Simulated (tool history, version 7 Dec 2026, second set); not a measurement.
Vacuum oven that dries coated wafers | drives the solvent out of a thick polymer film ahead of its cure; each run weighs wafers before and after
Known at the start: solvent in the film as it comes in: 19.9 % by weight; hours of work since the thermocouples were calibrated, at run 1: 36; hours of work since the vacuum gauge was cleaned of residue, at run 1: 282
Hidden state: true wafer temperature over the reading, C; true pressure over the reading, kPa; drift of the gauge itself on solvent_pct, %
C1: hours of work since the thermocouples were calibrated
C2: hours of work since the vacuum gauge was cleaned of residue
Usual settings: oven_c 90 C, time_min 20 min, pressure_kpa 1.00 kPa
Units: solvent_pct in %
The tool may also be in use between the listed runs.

{"run": 1, "day": 0.0, "oven_c": 90, "time_min": 20, "pressure_kpa": 1.0, "C1": 36, "C2": 282, "solvent_pct": 1.5}
{"run": 2, "day": 1.258, "oven_c": 90, "time_min": 20, "pressure_kpa": 1.0, "C1": 52, "C2": 298, "solvent_pct": 1.53}
{"run": 3, "day": 2.562, "oven_c": 90, "time_min": 20, "pressure_kpa": 1.0, "C1": 68, "C2": 314, "solvent_pct": 1.5}
{"run": 4, "day": 3.3, "oven_c": 90, "time_min": 20, "pressure_kpa": 1.0, "C1": 78, "C2": 324, "solvent_pct": 1.52}
{"run": 5, "day": 4.671, "oven_c": 90, "time_min": 18, "pressure_kpa": 1.0, "C1": 95, "C2": 341, "solvent_pct": 1.92}
{"run": 6, "day": 5.733, "oven_c": 90, "time_min": 20, "pressure_kpa": 1.0, "C1": 109, "C2": 355, "solvent_pct": 1.5}
{"run": 7, "day": 6.383, "oven_c": 90, "time_min": 20, "pressure_kpa": 1.0, "C1": 117, "C2": 363, "solvent_pct": 1.5}
{"run": 8, "day": 7.362, "oven_c": 101, "time_min": 25, "pressure_kpa": 1.08, "C1": 129, "C2": 375, "solvent_pct": 0.28}
{"run": 9, "day": 7.992, "oven_c": 76, "time_min": 30, "pressure_kpa": 0.72, "C1": 137, "C2": 383, "solvent_pct": 3.15}
{"run": 10, "day": 9.188, "oven_c": 99, "time_min": 25, "pressure_kpa": 0.92, "C1": 153, "C2": 398, "solvent_pct": 0.24}
{"run": 11, "day": 9.971, "oven_c": 99, "time_min": 25, "pressure_kpa": 0.92, "C1": 163, "C2": 408, "solvent_pct": 0.24}
{"run": 12, "day": 11.204, "oven_c": 96, "time_min": 12, "pressure_kpa": 1.0, "C1": 178, "C2": 424, "solvent_pct": 2.1}
{"run": 13, "day": 12.0, "oven_c": 96, "time_min": 12, "pressure_kpa": 1.0, "C1": 188, "C2": 434, "solvent_pct": 2.22}
{"run": 14, "day": 13.275, "oven_c": 104, "time_min": 20, "pressure_kpa": 1.0, "C1": 205, "C2": 451, "solvent_pct": 0.26}

Forecast each of these 3 alternatives for the next run:
{"run": "A", "day": 14.046, "oven_c": 90, "time_min": 35, "pressure_kpa": 1.15, "C1": 215, "C2": 460, "solvent_pct": "?"}
{"run": "B", "day": 14.046, "oven_c": 83, "time_min": 27, "pressure_kpa": 1.41, "C1": 215, "C2": 460, "solvent_pct": "?"}
{"run": "C", "day": 14.046, "oven_c": 82, "time_min": 11, "pressure_kpa": 0.82, "C1": 215, "C2": 460, "solvent_pct": "?"}

run=A solvent_pct=0.47
run=B solvent_pct=2.02
run=C solvent_pct=6.80
Without the tool's hidden state the same runs would have given:
run=A solvent_pct=0.47
run=B solvent_pct=2.01
run=C solvent_pct=6.80
